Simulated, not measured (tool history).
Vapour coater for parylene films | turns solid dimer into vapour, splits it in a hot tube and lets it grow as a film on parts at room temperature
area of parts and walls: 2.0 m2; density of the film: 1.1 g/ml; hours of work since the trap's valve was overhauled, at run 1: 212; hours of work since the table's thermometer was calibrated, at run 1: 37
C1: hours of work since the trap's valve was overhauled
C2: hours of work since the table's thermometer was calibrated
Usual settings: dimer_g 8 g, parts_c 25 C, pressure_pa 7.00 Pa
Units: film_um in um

run 1 hour=0.0 | dimer_g=8 parts_c=25 pressure_pa=7.00 | C1=212 C2=37 | film_um=1.84
run 2 hour=23.4 | dimer_g=8 parts_c=25 pressure_pa=7.00 | C1=233 C2=58 | film_um=1.84
run 3 hour=34.4 | dimer_g=8 parts_c=25 pressure_pa=7.00 | C1=242 C2=68 | film_um=1.80
run 4 hour=44.8 | dimer_g=8 parts_c=25 pressure_pa=7.00 | C1=252 C2=77 | film_um=1.82
run 5 hour=61.8 | dimer_g=8 parts_c=25 pressure_pa=7.00 | C1=267 C2=92 | film_um=1.80
run 6 hour=77.9 | dimer_g=8 parts_c=25 pressure_pa=7.00 | C1=281 C2=106 | film_um=1.80
run 7 hour=101.8 | dimer_g=5 parts_c=25 pressure_pa=7.00 | C1=302 C2=127 | film_um=1.12
run 8 hour=117.9 | dimer_g=5 parts_c=25 pressure_pa=7.00 | C1=316 C2=141 | film_um=1.11
run 9 hour=138.5 | dimer_g=5 parts_c=25 pressure_pa=7.00 | C1=334 C2=159 | film_um=1.11
run 10 hour=160.9 | dimer_g=5 parts_c=25 pressure_pa=7.00 | C1=353 C2=179 | film_um=1.09
run 11 hour=182.7 | dimer_g=5 parts_c=25 pressure_pa=7.00 | C1=373 C2=198 | film_um=1.08
run 12 hour=198.4 | dimer_g=5 parts_c=25 pressure_pa=7.00 | C1=386 C2=212 | film_um=1.09
run 13 hour=213.6 | dimer_g=8 parts_c=20 pressure_pa=7.00 | C1=400 C2=225 | film_um=2.20
run 14 hour=224.8 | dimer_g=8 parts_c=33 pressure_pa=7.00 | C1=410 C2=235 | film_um=1.16
-- hour=243.2 trap's valve overhauled
run 15 hour=252.4 | dimer_g=8 parts_c=33 pressure_pa=7.00 | C1=8 C2=255 | film_um=1.33
run 16 hour=273.7 | dimer_g=4 parts_c=25 pressure_pa=7.00 | C1=27 C2=274 | film_um=0.98
run 17 hour=291.8 | dimer_g=8 parts_c=25 pressure_pa=7.00 | C1=43 C2=290 | film_um=1.93
run 18 hour=307.2 | dimer_g=8 parts_c=25 pressure_pa=7.00 | C1=56 C2=303 | film_um=1.94
run 19 hour=325.9 | dimer_g=8 parts_c=25 pressure_pa=7.00 | C1=73 C2=320 | film_um=1.91
run 20 hour=349.6 | dimer_g=8 parts_c=25 pressure_pa=7.00 | C1=93 C2=341 | film_um=1.90
run 21 hour=368.2 | dimer_g=8 parts_c=25 pressure_pa=7.00 | C1=110 C2=357 | film_um=1.87
run 22 hour=389.8 | dimer_g=4 parts_c=29 pressure_pa=3.03 | C1=129 C2=376 | film_um=0.94
run 23 hour=400.1 | dimer_g=4 parts_c=25 pressure_pa=5.08 | C1=138 C2=385 | film_um=1.02
run 24 hour=411.7 | dimer_g=4 parts_c=25 pressure_pa=5.08 | C1=148 C2=395 | film_um=1.02
run 25 hour=433.6 | dimer_g=8 parts_c=25 pressure_pa=9.72 | C1=167 C2=414 | film_um=1.70
run 26 hour=455.7 | dimer_g=8 parts_c=25 pressure_pa=4.86 | C1=186 C2=434 | film_um=2.02
-- hour=458.3 table's thermometer calibrated
run 27 hour=480.1 | dimer_g=6 parts_c=29 pressure_pa=9.53 | C1=207 C2=19 | film_um=1.05
run 28 hour=499.4 | dimer_g=5 parts_c=18 pressure_pa=9.53 | C1=224 C2=36 | film_um=1.48
-- hour=506.9 table's thermometer calibrated, once more
run 29 hour=518.2 | dimer_g=8 parts_c=18 pressure_pa=11.93 | C1=240 C2=10 | film_um=2.24
run 30 hour=533.1 | dimer_g=8 parts_c=24 pressure_pa=9.56 | C1=253 C2=23 | film_um=1.79
run 31 hour=557.6 | dimer_g=8 parts_c=24 pressure_pa=9.56 | C1=274 C2=44 | film_um=1.74
run 32 hour=574.2 | dimer_g=4 parts_c=32 pressure_pa=7.00 | C1=289 C2=59 | film_um=0.62
run 33 hour=585.5 | dimer_g=5 parts_c=23 pressure_pa=4.72 | C1=299 C2=69 | film_um=1.37
run 34 hour=601.1 | dimer_g=8 parts_c=22 pressure_pa=7.00 | C1=312 C2=83 | film_um=2.08
run 35 hour=617.1 | dimer_g=8 parts_c=25 pressure_pa=6.40 | C1=326 C2=97 | film_um=1.82
run 36 hour=627.3 | dimer_g=8 parts_c=25 pressure_pa=6.40 | C1=335 C2=106 | film_um=1.80
run 37 hour=643.0 | dimer_g=8 parts_c=25 pressure_pa=10.30 | C1=349 C2=119 | film_um=1.59
run 38 hour=654.9 | dimer_g=8 parts_c=20 pressure_pa=5.96 | C1=359 C2=130 | film_um=2.32
run 39 hour=673.5 | dimer_g=4 parts_c=34 pressure_pa=2.17 | C1=376 C2=146 | film_um=0.75
run 40 hour=687.1 | dimer_g=9 parts_c=23 pressure_pa=7.38 | C1=388 C2=158 | film_um=2.13
run 41 hour=700.9 | dimer_g=3 parts_c=20 pressure_pa=7.00 | C1=400 C2=170 | film_um=0.84
run 42 hour=713.1 | dimer_g=7 parts_c=19 pressure_pa=6.97 | C1=411 C2=181 | film_um=2.00

3 ways to go on from here, each from the tool as it stands after run 42. What would each give?
-- hour=730.6 trap's valve overhauled
run A hour=737.2 | dimer_g=8 parts_c=19 pressure_pa=7.00 | C1=6 C2=199 | film_um=?
-- hour=730.6 trap's valve overhauled
run B hour=737.2 | dimer_g=3 parts_c=20 pressure_pa=6.97 | C1=6 C2=199 | film_um=?
-- hour=730.6 trap's valve overhauled
run C hour=737.2 | dimer_g=7 parts_c=36 pressure_pa=3.01 | C1=6 C2=199 | film_um=?

run=A film_um=2.65
run=B film_um=0.95
run=C film_um=1.23
Without the tool's hidden state the same runs would have given:
run=A film_um=2.65
run=B film_um=0.95
run=C film_um=1.23
